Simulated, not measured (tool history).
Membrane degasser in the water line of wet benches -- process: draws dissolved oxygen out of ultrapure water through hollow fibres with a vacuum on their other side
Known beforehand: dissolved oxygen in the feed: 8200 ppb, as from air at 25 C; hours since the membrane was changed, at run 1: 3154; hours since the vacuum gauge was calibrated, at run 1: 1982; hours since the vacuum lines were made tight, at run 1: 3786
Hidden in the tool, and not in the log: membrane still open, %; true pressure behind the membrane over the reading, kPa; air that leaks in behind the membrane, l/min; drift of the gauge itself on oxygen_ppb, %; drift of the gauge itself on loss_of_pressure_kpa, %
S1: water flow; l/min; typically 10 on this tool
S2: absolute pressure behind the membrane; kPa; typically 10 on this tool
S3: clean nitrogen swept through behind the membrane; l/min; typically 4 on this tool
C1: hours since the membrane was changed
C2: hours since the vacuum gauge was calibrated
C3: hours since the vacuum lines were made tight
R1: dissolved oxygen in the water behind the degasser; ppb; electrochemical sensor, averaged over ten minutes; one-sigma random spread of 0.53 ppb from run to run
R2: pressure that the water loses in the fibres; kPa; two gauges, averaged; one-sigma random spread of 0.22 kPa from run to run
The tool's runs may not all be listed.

run 1 hour=0 | S1=10 S2=10 S3=4 | C1=3154 C2=1982 C3=3786 | R1=43.5 R2=52.88
run 2 hour=99.9 | S1=10 S2=10 S3=3.86 | C1=3254 C2=2082 C3=3886 | R1=45.2 R2=52.93
run 3 hour=212.5 | S1=10 S2=10 S3=2.09 | C1=3367 C2=2195 C3=3999 | R1=81.8 R2=52.62
run 4 hour=323.3 | S1=14 S2=10 S3=2.09 | C1=3477 C2=2306 C3=4110 | R1=113.8 R2=74.2
run 5 hour=402.2 | S1=10 S2=10 S3=2.9 | C1=3556 C2=2385 C3=4189 | R1=59.5 R2=52.44
run 6 hour=501.4 | S1=10 S2=10 S3=4 | C1=3655 C2=2484 C3=4288 | R1=45.3 R2=52.93
run 7 hour=587.9 | S1=10 S2=10 S3=4 | C1=3742 C2=2570 C3=4374 | R1=45.5 R2=52.37
run 8 hour=701.4 | S1=10 S2=10 S3=4 | C1=3855 C2=2684 C3=4488 | R1=44.7 R2=52.69
run 9 hour=819.3 | S1=10 S2=10 S3=4 | C1=3973 C2=2802 C3=4606 | R1=44.2 R2=52.55
run 10 hour=878.8 | S1=10 S2=10 S3=7.44 | C1=4033 C2=2861 C3=4665 | R1=24.8 R2=52.69
run 11 hour=936.5 | S1=13 S2=10 S3=4 | C1=4090 C2=2919 C3=4723 | R1=60.6 R2=68.52
run 12 hour=1031.8 | S1=13 S2=11.5 S3=4 | C1=4186 C2=3014 C3=4818 | R1=71.2 R2=68.8
run 13 hour=1143.8 | S1=13 S2=11.5 S3=4 | C1=4298 C2=3126 C3=4930 | R1=71.1 R2=68.54
run 14 hour=1259.3 | S1=13 S2=12.6 S3=4 | C1=4413 C2=3242 C3=5046 | R1=79.7 R2=68.58
run 15 hour=1370.1 | S1=13 S2=12.6 S3=4 | C1=4524 C2=3352 C3=5157 | R1=80 R2=68.8
run 16 hour=1454.1 | S1=13 S2=12.6 S3=4 | C1=4608 C2=3436 C3=5241 | R1=80.3 R2=68.69
run 17 hour=1526.8 | S1=10 S2=11.6 S3=4 | C1=4681 C2=3509 C3=5313 | R1=53.9 R2=53.07
run 18 hour=1640.5 | S1=8 S2=22.9 S3=10.31 | C1=4795 C2=3623 C3=5427 | R1=39.4 R2=41.9
run 19 hour=1699.6 | S1=10 S2=7.5 S3=4 | C1=4854 C2=3682 C3=5486 | R1=29.3 R2=52.47
run 20 hour=1798.5 | S1=10 S2=13.3 S3=1.8 | C1=4953 C2=3781 C3=5585 | R1=137.2 R2=53.09
run 21 hour=1911.2 | S1=8 S2=13.3 S3=1.8 | C1=5065 C2=3893 C3=5698 | R1=108.8 R2=42.43
run 22 hour=2000.9 | S1=11 S2=8.8 S3=3.72 | C1=5155 C2=3983 C3=5787 | R1=43 R2=58.06
run 23 hour=2060.5 | S1=14 S2=11.9 S3=2.7 | C1=5215 C2=4043 C3=5847 | R1=115.5 R2=74.04
-- hour=2158.8 seals of the vacuum lines changed
run 24 hour=2172.9 | S1=14 S2=11.9 S3=2.7 | C1=5325 C2=4153 C3=14 | R1=116.3 R2=73.76
run 25 hour=2223 | S1=11 S2=11.9 S3=2.7 | C1=5375 C2=4203 C3=64 | R1=89.5 R2=57.95
run 26 hour=2286.6 | S1=11 S2=11.9 S3=2.7 | C1=5439 C2=4267 C3=128 | R1=88.5 R2=57.96
run 27 hour=2378.3 | S1=11 S2=9.5 S3=4 | C1=5530 C2=4359 C3=220 | R1=45.1 R2=58.1
run 28 hour=2455.9 | S1=10 S2=21.9 S3=6.48 | C1=5608 C2=4436 C3=297 | R1=74.4 R2=52.93
run 29 hour=2567.6 | S1=10 S2=21.9 S3=6.48 | C1=5720 C2=4548 C3=409 | R1=71.6 R2=52.77
run 30 hour=2684.4 | S1=8 S2=17 S3=5.81 | C1=5836 C2=4665 C3=526 | R1=48.6 R2=42.21
run 31 hour=2785.5 | S1=8 S2=17 S3=5.81 | C1=5938 C2=4766 C3=627 | R1=48.9 R2=42
run 32 hour=2852.2 | S1=9 S2=10.3 S3=4 | C1=6004 C2=4832 C3=693 | R1=40.4 R2=47.76

Branching from run 32: 3 alternative next runs. What would each branch give?
run A hour=2960.4 | S1=11 S2=8.6 S3=6.14 | C1=6112 C2=4941 C3=802 | R1=? R2=?
run B hour=2960.4 | S1=12 S2=10.3 S3=4 | C1=6112 C2=4941 C3=802 | R1=? R2=?
run C hour=2960.4 | S1=10 S2=17.1 S3=3.69 | C1=6112 C2=4941 C3=802 | R1=? R2=?

run=A R1=26.9 R2=58.24
run=B R1=55.3 R2=63.27
run=C R1=97 R2=52.43
What these runs would have given with no unlogged condition in the tool:
run=A R1=26.9 R2=58.21
run=B R1=55.2 R2=63.24
run=C R1=97 R2=52.4
